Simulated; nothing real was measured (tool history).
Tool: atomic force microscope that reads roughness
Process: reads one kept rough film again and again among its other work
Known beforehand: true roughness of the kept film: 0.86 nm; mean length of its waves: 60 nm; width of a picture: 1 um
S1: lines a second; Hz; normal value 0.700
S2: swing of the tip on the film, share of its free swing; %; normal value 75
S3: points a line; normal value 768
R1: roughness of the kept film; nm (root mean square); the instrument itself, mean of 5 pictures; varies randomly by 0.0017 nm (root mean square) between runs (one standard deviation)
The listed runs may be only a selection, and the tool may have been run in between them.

Run 1, hour 0.0: usual settings. Result: R1 0.787 nm (root mean square).
At hour 45.8: new tip fitted.
Run 2, hour 53.1: usual settings but S1 0.889 Hz. Result: R1 0.788 nm (root mean square).
Run 3, hour 90.0: usual settings but S3 260. Result: R1 0.792 nm (root mean square).
Run 4, hour 121.2: usual settings. Result: R1 0.793 nm (root mean square).
Run 5, hour 160.0: usual settings but S3 267. Result: R1 0.788 nm (root mean square).
Run 6, hour 194.0: usual settings but S3 267. Result: R1 0.784 nm (root mean square).
At hour 210.3: new tip fitted.
Run 7, hour 268.4: usual settings but S3 267. Result: R1 0.793 nm (root mean square).
Run 8, hour 312.4: usual settings but S3 267. Result: R1 0.787 nm (root mean square).
Run 9, hour 370.4: usual settings but S1 0.790 Hz. Result: R1 0.780 nm (root mean square).
At hour 378.0: new tip fitted.
Run 10, hour 419.6: usual settings but S3 478. Result: R1 0.793 nm (root mean square).
Run 11, hour 451.6: usual settings but S3 478. Result: R1 0.790 nm (root mean square).
Run 12, hour 507.1: usual settings but S3 478. Result: R1 0.788 nm (root mean square).
At hour 541.9: new tip fitted.
Run 13, hour 564.1: usual settings but S3 478. Result: R1 0.796 nm (root mean square).
Run 14, hour 607.0: usual settings but S3 478. Result: R1 0.790 nm (root mean square).
Run 15, hour 673.3: usual settings but S3 478. Result: R1 0.783 nm (root mean square).
At hour 706.7: new tip fitted.
Run 16, hour 716.7: usual settings but S3 478. Result: R1 0.795 nm (root mean square).
Run 17, hour 763.1: usual settings but S3 478. Result: R1 0.790 nm (root mean square).
Run 18, hour 808.4: usual settings but S3 478. Result: R1 0.785 nm (root mean square).
Run 19, hour 861.5: usual settings but S3 478. Result: R1 0.783 nm (root mean square).
At hour 871.9: new tip fitted.
Run 20, hour 904.5: usual settings but S1 3.306 Hz, S2 59 %, S3 446. Result: R1 0.761 nm (root mean square).
Run 21, hour 961.8: usual settings but S1 1.883 Hz, S2 70 %, S3 417. Result: R1 0.748 nm (root mean square).
Run 22, hour 992.9: usual settings but S1 0.789 Hz, S2 72 %, S3 424. Result: R1 0.787 nm (root mean square).
At hour 1039.2: new tip fitted.
Run 23, hour 1042.1: usual settings but S1 3.854 Hz, S3 318. Result: R1 0.647 nm (root mean square).
Run 24, hour 1079.3: usual settings but S1 3.854 Hz, S3 318. Result: R1 0.642 nm (root mean square).
Run 25, hour 1132.8: usual settings but S1 1.016 Hz, S3 318. Result: R1 0.766 nm (root mean square).
At hour 1201.2: new tip fitted.
Run 26, hour 1205.6: usual settings but S1 0.753 Hz, S3 389. Result: R1 0.790 nm (root mean square).
Run 27, hour 1255.0: usual settings but S1 0.691 Hz, S2 60 %, S3 257. Result: R1 0.809 nm (root mean square).
Run 28, hour 1298.8: usual settings but S1 0.744 Hz, S2 64 %. Result: R1 0.804 nm (root mean square).
Run 29, hour 1343.7: usual settings but S1 2.810 Hz, S3 608. Result: R1 0.676 nm (root mean square).
At hour 1364.6: new tip fitted.
Run 30, hour 1386.1: usual settings but S1 1.001 Hz, S2 65 %, S3 826. Result: R1 0.797 nm (root mean square).
Run 31, hour 1460.7: usual settings but S1 1.001 Hz, S2 65 %, S3 826. Result: R1 0.794 nm (root mean square).
Run 32, hour 1507.9: usual settings but S3 281. Result: R1 0.779 nm (root mean square).
At hour 1532.6: new tip fitted.
Run 33, hour 1568.2: usual settings but S1 0.548 Hz. Result: R1 0.797 nm (root mean square).
Run 34, hour 1644.9: usual settings but S1 0.888 Hz, S2 83 %. Result: R1 0.747 nm (root mean square).
At hour 1694.6: new tip fitted.
Run 35, hour 1694.6: usual settings but S1 1.221 Hz, S2 65 %, S3 298. Result: R1 0.790 nm (root mean square).

Consider 4 possible next runs. They are alternatives, not a sequence: every one starts from the tool as it was left by run 35. What does each give?
Run A, hour 1747.4: usual settings but S1 1.082 Hz, S2 87 %, S3 770. Result: R1 ?.
Run B, hour 1747.4: usual settings but S1 1.221 Hz, S2 88 %, S3 532. Result: R1 ?.
Run C, hour 1747.4: usual settings but S3 714. Result: R1 ?.
Run D, hour 1747.4: usual settings but S1 1.221 Hz, S2 65 %, S3 326. Result: R1 ?.

run     R1
  A  0.720
  B  0.707
  C  0.786
  D  0.787
Without the tool's hidden state the same runs would have given:
run     R1
  A  0.743
  B  0.730
  C  0.811
  D  0.813
